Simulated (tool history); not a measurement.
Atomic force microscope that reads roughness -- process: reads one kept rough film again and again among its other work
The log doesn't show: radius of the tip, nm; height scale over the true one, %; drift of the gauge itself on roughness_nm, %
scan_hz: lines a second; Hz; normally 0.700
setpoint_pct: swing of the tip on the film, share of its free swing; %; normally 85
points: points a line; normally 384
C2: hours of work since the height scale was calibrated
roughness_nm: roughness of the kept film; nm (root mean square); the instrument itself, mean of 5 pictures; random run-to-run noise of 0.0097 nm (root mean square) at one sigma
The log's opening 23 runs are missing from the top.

run 24 day=16.254 | scan_hz=1.728 setpoint_pct=60 points=555 | pictures_with_this_tip=123 C2=662 | roughness_nm=2.211
run 25 day=17.133 | scan_hz=0.557 setpoint_pct=79 points=437 | pictures_with_this_tip=152 C2=674 | roughness_nm=2.193
run 26 day=17.875 | scan_hz=0.557 setpoint_pct=79 points=437 | pictures_with_this_tip=176 C2=684 | roughness_nm=2.186
run 27 day=18.583 | scan_hz=0.700 setpoint_pct=62 points=734 | pictures_with_this_tip=199 C2=693 | roughness_nm=2.234
run 28 day=19.133 | scan_hz=0.700 setpoint_pct=62 points=734 | pictures_with_this_tip=217 C2=700 | roughness_nm=2.215
run 29 day=20.033 | scan_hz=3.923 setpoint_pct=74 points=734 | pictures_with_this_tip=246 C2=712 | roughness_nm=1.776
run 30 day=20.671 | scan_hz=1.725 setpoint_pct=70 points=384 | pictures_with_this_tip=267 C2=721 | roughness_nm=2.063
-- day=21.179 new tip fitted
run 31 day=21.658 | scan_hz=0.700 setpoint_pct=80 points=336 | pictures_with_this_tip=15 C2=734 | roughness_nm=2.237

5 ways to go on from here, each from the tool as it stands after run 31. What would each give?
run A day=22.150 | scan_hz=3.434 setpoint_pct=85 points=616 | pictures_with_this_tip=31 C2=740 | roughness_nm=?
run B day=22.150 | scan_hz=0.700 setpoint_pct=80 points=815 | pictures_with_this_tip=31 C2=740 | roughness_nm=?
run C day=22.150 | scan_hz=3.364 setpoint_pct=80 points=271 | pictures_with_this_tip=31 C2=740 | roughness_nm=?
run D day=22.150 | scan_hz=0.840 setpoint_pct=86 points=384 | pictures_with_this_tip=31 C2=740 | roughness_nm=?
run E day=22.150 | scan_hz=1.218 setpoint_pct=81 points=384 | pictures_with_this_tip=31 C2=740 | roughness_nm=?

run=A roughness_nm=1.691
run=B roughness_nm=2.226
run=C roughness_nm=1.802
run=D roughness_nm=2.160
run=E roughness_nm=2.126
With the hidden condition removed and each run's random variation left untouched, the same runs would have given:
run=A roughness_nm=1.702
run=B roughness_nm=2.240
run=C roughness_nm=1.813
run=D roughness_nm=2.173
run=E roughness_nm=2.140
